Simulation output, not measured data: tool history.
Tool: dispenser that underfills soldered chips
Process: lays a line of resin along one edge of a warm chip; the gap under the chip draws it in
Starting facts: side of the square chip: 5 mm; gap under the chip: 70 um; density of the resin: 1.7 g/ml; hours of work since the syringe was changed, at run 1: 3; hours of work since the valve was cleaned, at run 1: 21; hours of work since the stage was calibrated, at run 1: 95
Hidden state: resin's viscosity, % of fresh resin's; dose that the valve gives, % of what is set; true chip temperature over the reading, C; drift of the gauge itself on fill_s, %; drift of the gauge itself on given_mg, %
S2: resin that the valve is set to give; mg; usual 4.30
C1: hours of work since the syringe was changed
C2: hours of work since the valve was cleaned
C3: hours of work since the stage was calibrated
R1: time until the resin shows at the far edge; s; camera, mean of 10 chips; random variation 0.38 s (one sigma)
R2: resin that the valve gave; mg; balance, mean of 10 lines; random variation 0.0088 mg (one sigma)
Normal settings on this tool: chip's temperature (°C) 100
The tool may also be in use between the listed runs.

{"run": 1, "hour": 0.0, "chip's temperature (°C)": 100, "S2": 4.3, "C1": 3, "C2": 21, "C3": 95, "R1": 29.8, "R2": 4.21}
{"hour": 7.4, "done": "new syringe of resin"}
{"run": 2, "hour": 15.5, "chip's temperature (°C)": 100, "S2": 4.3, "C1": 6, "C2": 31, "C3": 106, "R1": 36.3, "R2": 4.163}
{"hour": 18.5, "done": "new syringe of resin"}
{"hour": 29.5, "done": "new syringe of resin"}
{"run": 3, "hour": 30.0, "chip's temperature (°C)": 100, "S2": 4.3, "C1": 0, "C2": 40, "C3": 115, "R1": 24.0, "R2": 4.141}
{"hour": 33.2, "done": "dispensing valve cleaned and set on the balance"}
{"hour": 42.2, "done": "new syringe of resin"}
{"run": 4, "hour": 45.3, "chip's temperature (°C)": 100, "S2": 4.3, "C1": 2, "C2": 8, "C3": 125, "R1": 28.1, "R2": 4.251}
{"hour": 53.1, "done": "new syringe of resin"}
{"run": 5, "hour": 53.7, "chip's temperature (°C)": 94, "S2": 4.3, "C1": 0, "C2": 14, "C3": 130, "R1": 29.8, "R2": 4.243}
{"hour": 63.9, "done": "new syringe of resin"}
{"run": 6, "hour": 66.3, "chip's temperature (°C)": 94, "S2": 4.3, "C1": 2, "C2": 22, "C3": 139, "R1": 33.4, "R2": 4.203}
{"hour": 74.7, "done": "new syringe of resin"}
{"run": 7, "hour": 84.0, "chip's temperature (°C)": 92, "S2": 4.3, "C1": 6, "C2": 34, "C3": 151, "R1": 50.6, "R2": 4.152}
{"hour": 86.3, "done": "new syringe of resin"}
{"run": 8, "hour": 91.6, "chip's temperature (°C)": 92, "S2": 4.3, "C1": 4, "C2": 39, "C3": 156, "R1": 41.9, "R2": 4.128}
{"hour": 97.2, "done": "dispensing valve cleaned and set on the balance"}
{"hour": 98.2, "done": "new syringe of resin"}
{"run": 9, "hour": 103.4, "chip's temperature (°C)": 92, "S2": 4.3, "C1": 4, "C2": 4, "C3": 163, "R1": 40.8, "R2": 4.273}
{"hour": 109.8, "done": "new syringe of resin"}
{"run": 10, "hour": 114.1, "chip's temperature (°C)": 92, "S2": 4.3, "C1": 3, "C2": 11, "C3": 170, "R1": 38.4, "R2": 4.236}
{"hour": 121.0, "done": "new syringe of resin"}
{"run": 11, "hour": 126.0, "chip's temperature (°C)": 106, "S2": 4.3, "C1": 3, "C2": 19, "C3": 178, "R1": 23.9, "R2": 4.237}
{"hour": 132.6, "done": "new syringe of resin"}
{"run": 12, "hour": 135.5, "chip's temperature (°C)": 100, "S2": 4.3, "C1": 2, "C2": 25, "C3": 184, "R1": 27.4, "R2": 4.203}
{"hour": 144.0, "done": "new syringe of resin"}
{"run": 13, "hour": 148.8, "chip's temperature (°C)": 100, "S2": 4.3, "C1": 3, "C2": 34, "C3": 193, "R1": 29.7, "R2": 4.165}
{"hour": 155.4, "done": "new syringe of resin"}
{"hour": 162.5, "done": "dispensing valve cleaned and set on the balance"}
{"run": 14, "hour": 163.2, "chip's temperature (°C)": 100, "S2": 4.3, "C1": 5, "C2": 0, "C3": 202, "R1": 33.4, "R2": 4.3}
{"hour": 167.0, "done": "new syringe of resin"}
{"hour": 177.9, "done": "new syringe of resin"}
{"run": 15, "hour": 180.8, "chip's temperature (°C)": 100, "S2": 4.3, "C1": 2, "C2": 12, "C3": 214, "R1": 27.3, "R2": 4.253}
{"hour": 188.9, "done": "new syringe of resin"}
{"run": 16, "hour": 193.0, "chip's temperature (°C)": 100, "S2": 4.3, "C1": 3, "C2": 20, "C3": 222, "R1": 28.4, "R2": 4.225}
{"hour": 200.2, "done": "new syringe of resin"}
{"run": 17, "hour": 201.4, "chip's temperature (°C)": 86, "S2": 4.23, "C1": 1, "C2": 26, "C3": 227, "R1": 40.9, "R2": 4.12}
{"hour": 211.3, "done": "new syringe of resin"}
{"run": 18, "hour": 215.4, "chip's temperature (°C)": 86, "S2": 3.97, "C1": 3, "C2": 35, "C3": 237, "R1": 47.0, "R2": 3.849}
{"hour": 223.0, "done": "new syringe of resin"}
{"hour": 227.0, "done": "dispensing valve cleaned and set on the balance"}
{"run": 19, "hour": 227.0, "chip's temperature (°C)": 110, "S2": 4.05, "C1": 2, "C2": 0, "C3": 244, "R1": 19.3, "R2": 4.033}
{"hour": 235.4, "done": "new syringe of resin"}
{"run": 20, "hour": 242.1, "chip's temperature (°C)": 110, "S2": 5.47, "C1": 5, "C2": 10, "C3": 254, "R1": 22.5, "R2": 5.421}
{"hour": 246.4, "done": "new syringe of resin"}
{"run": 21, "hour": 251.3, "chip's temperature (°C)": 110, "S2": 4.86, "C1": 3, "C2": 16, "C3": 260, "R1": 20.8, "R2": 4.78}
{"hour": 257.6, "done": "new syringe of resin"}
{"run": 22, "hour": 265.7, "chip's temperature (°C)": 93, "S2": 4.87, "C1": 6, "C2": 26, "C3": 270, "R1": 44.3, "R2": 4.722}
{"hour": 269.1, "done": "new syringe of resin"}
{"hour": 281.0, "done": "new syringe of resin"}
{"run": 23, "hour": 281.9, "chip's temperature (°C)": 93, "S2": 5.12, "C1": 1, "C2": 37, "C3": 280, "R1": 29.7, "R2": 4.935}
{"hour": 291.1, "done": "dispensing valve cleaned and set on the balance"}
{"hour": 292.7, "done": "new syringe of resin"}
{"run": 24, "hour": 295.7, "chip's temperature (°C)": 94, "S2": 4.46, "C1": 2, "C2": 3, "C3": 289, "R1": 33.8, "R2": 4.45}
{"hour": 304.9, "done": "new syringe of resin"}
{"run": 25, "hour": 311.6, "chip's temperature (°C)": 94, "S2": 4.46, "C1": 5, "C2": 14, "C3": 300, "R1": 38.2, "R2": 4.408}
{"hour": 316.7, "done": "new syringe of resin"}
{"run": 26, "hour": 322.8, "chip's temperature (°C)": 100, "S2": 4.75, "C1": 4, "C2": 21, "C3": 307, "R1": 31.0, "R2": 4.648}

For run 27, what comes out?
{"hour": 328.3, "done": "new syringe of resin"}
{"run": 27, "hour": 333.6, "chip's temperature (°C)": 100, "S2": 4.75, "C1": 4, "C2": 28, "C3": 314, "R1": "?", "R2": "?"}

R1: 29.8 s
R2: 4.624 mg
Without the tool's hidden state the same run would have given R1 23.9 s, R2 4.746 mg.

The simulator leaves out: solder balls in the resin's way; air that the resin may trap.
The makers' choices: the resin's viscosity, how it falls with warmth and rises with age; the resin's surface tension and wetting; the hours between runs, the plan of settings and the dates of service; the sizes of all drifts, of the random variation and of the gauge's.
